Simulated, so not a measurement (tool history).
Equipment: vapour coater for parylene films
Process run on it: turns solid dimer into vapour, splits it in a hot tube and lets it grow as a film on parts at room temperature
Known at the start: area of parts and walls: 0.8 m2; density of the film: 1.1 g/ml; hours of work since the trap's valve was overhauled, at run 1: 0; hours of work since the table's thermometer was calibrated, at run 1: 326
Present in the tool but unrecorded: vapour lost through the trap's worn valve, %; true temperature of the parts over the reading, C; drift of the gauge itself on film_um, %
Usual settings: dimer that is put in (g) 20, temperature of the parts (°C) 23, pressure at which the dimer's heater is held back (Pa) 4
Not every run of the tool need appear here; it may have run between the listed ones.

run   hour  dimer that is put in (g)  temperature of the parts (°C)  pressure at which the dimer's heater is held back (Pa)  hours of work since the trap's valve was overhauled  hours of work since the table's thermometer was calibrated  thickness of the film (um)
  1      0                        20                             23                                                       4                                                    0                                                         326                       17.37
  2   12.6                        20                             23                                                       4                                                    8                                                         334                       17.52
  3   24.1                        20                             23                                                       4                                                   16                                                         342                       17.32
  4   39.2                        12                             23                                                       4                                                   26                                                         352                       10.34
  5   48.8                        12                             23                                                       4                                                   32                                                         358                        10.3
  6     56                        20                             30                                                       4                                                   37                                                         363                       13.89
  7   70.4                        18                             23                                                       4                                                   46                                                         373                       15.44
  8     83                        18                             23                                                       4                                                   55                                                         381                       15.15
  9   91.9                        18                             23                                                       4                                                   60                                                         387                       15.11
 10  100.9                        20                             23                                                    7.85                                                   66                                                         393                       16.27
 11  114.1                        20                             23                                                       4                                                   75                                                         401                       16.63
 12    123                        20                             23                                                       4                                                   81                                                         407                       16.73
 13  133.5                        20                             23                                                       4                                                   88                                                         414                       16.81
 14  146.4                        20                             23                                                       4                                                   96                                                         422                       16.76
 15  158.3                        20                             23                                                       4                                                  104                                                         430                       16.85
 16  164.5                        20                             23                                                       4                                                  108                                                         434                       16.73
 17  178.5                        20                             23                                                       4                                                  117                                                         444                       16.19
 18  193.2                        15                             31                                                    6.26                                                  127                                                         453                         9.3
 19  207.6                        15                             31                                                    6.26                                                  137                                                         463                        9.15
 20  218.6                        20                             32                                                   11.47                                                  144                                                         470                       11.33
 21  225.1                        20                             32                                                   11.47                                                  148                                                         474                       11.38
 22  231.5                        29                             16                                                     4.2                                                  152                                                         478                       28.59
 23  241.3                        29                             16                                                     4.2                                                  159                                                         485                       28.96
 24  248.6                         9                             17                                                     4.2                                                  164                                                         490                        8.63
 25  260.9                         9                             17                                                     4.2                                                  172                                                         498                        8.45
 26  271.9                         9                             17                                                    3.99                                                  179                                                         505                        8.56
 27  280.2                        12                             20                                                    3.75                                                  184                                                         511                       10.32
 28  292.3                        12                             16                                                    3.73                                                  192                                                         518                       11.68
 29  305.6                        12                             16                                                    3.73                                                  201                                                         527                       11.62

Had the tool no unlogged condition, and each run kept its random variation, what would the results have been?
run  thickness of the film (um)
  1                       17.23
  2                       17.46
  3                       17.34
  4                       10.41
  5                       10.41
  6                       14.07
  7                       15.73
  8                       15.51
  9                       15.52
 10                       16.78
 11                       17.25
 12                       17.42
 13                       17.58
 14                       17.61
 15                       17.79
 16                       17.71
 17                       17.25
 18                        9.97
 19                        9.87
 20                       12.28
 21                       12.37
 22                       31.16
 23                       31.68
 24                        9.47
 25                        9.32
 26                        9.48
 27                       11.48
 28                       13.06
 29                       13.08

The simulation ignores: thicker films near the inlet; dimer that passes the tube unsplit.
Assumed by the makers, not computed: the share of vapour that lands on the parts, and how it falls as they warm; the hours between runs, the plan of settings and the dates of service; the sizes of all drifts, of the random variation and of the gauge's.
